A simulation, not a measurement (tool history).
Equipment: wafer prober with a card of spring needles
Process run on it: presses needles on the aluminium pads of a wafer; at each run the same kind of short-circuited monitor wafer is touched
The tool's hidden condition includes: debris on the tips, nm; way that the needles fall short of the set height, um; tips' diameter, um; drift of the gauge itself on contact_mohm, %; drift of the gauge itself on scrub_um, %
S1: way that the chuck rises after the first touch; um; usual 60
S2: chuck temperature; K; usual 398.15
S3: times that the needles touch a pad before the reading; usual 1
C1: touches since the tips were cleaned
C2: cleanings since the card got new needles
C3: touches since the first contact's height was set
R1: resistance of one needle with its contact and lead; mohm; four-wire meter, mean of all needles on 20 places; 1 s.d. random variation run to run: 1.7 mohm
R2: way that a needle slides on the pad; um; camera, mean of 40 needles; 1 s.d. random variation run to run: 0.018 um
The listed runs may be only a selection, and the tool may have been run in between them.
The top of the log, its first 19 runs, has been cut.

Run 20, hour 130.0: usual settings but S1 40 um, S2 333.15 K; C1 2317; C2 34; C3 7211. Result: R1 189 mohm, R2 7.09 um.
At hour 130.6: tips cleaned on abrasive film.
Run 21, hour 135.0: usual settings but S1 40 um, S2 333.15 K; C1 1360; C2 35; C3 8751. Result: R1 189 mohm, R2 7.09 um.
At hour 138.5: tips cleaned on abrasive film.
Run 22, hour 142.0: usual settings but S1 46 um, S2 377.15 K; C1 1120; C2 36; C3 10945. Result: R1 198 mohm, R2 8.15 um.
At hour 146.3: tips cleaned on abrasive film.
Run 23, hour 147.5: usual settings but S1 40 um, S2 340.15 K; C1 378; C2 37; C3 12631. Result: R1 189 mohm, R2 7.09 um.
Run 24, hour 151.5: usual settings but S1 64 um, S2 316.15 K, S3 2; C1 1646; C2 37; C3 13899. Result: R1 180 mohm, R2 11.31 um.
At hour 154.0: tips cleaned on abrasive film.
Run 25, hour 160.7: usual settings but S1 47 um, S2 331.15 K, S3 2; C1 2123; C2 38; C3 16769. Result: R1 185 mohm, R2 8.29 um.
At hour 161.5: tips cleaned on abrasive film.
Run 26, hour 168.4: usual settings but S1 74 um, S2 357.15 K; C1 2178; C2 39; C3 19158. Result: R1 186 mohm, R2 13.04 um.
At hour 169.2: tips cleaned on abrasive film.
Run 27, hour 176.6: usual settings but S3 3; C1 2307; C2 40; C3 21702. Result: R1 195 mohm, R2 10.58 um.

Run 28, settings as shown, results not yet in. Your forecast:
At hour 177.3: tips cleaned on abrasive film.
Run 28, hour 184.0: usual settings but S3 3; C1 2099; C2 41; C3 24001. Result: R1 ?, R2 ?.

{"run 28": {"R1": 196, "R2": 10.53}}
Take away the tool's hidden state, keep the run-to-run variation as it was, and the same run would have given R1 195 mohm, R2 10.78 um.

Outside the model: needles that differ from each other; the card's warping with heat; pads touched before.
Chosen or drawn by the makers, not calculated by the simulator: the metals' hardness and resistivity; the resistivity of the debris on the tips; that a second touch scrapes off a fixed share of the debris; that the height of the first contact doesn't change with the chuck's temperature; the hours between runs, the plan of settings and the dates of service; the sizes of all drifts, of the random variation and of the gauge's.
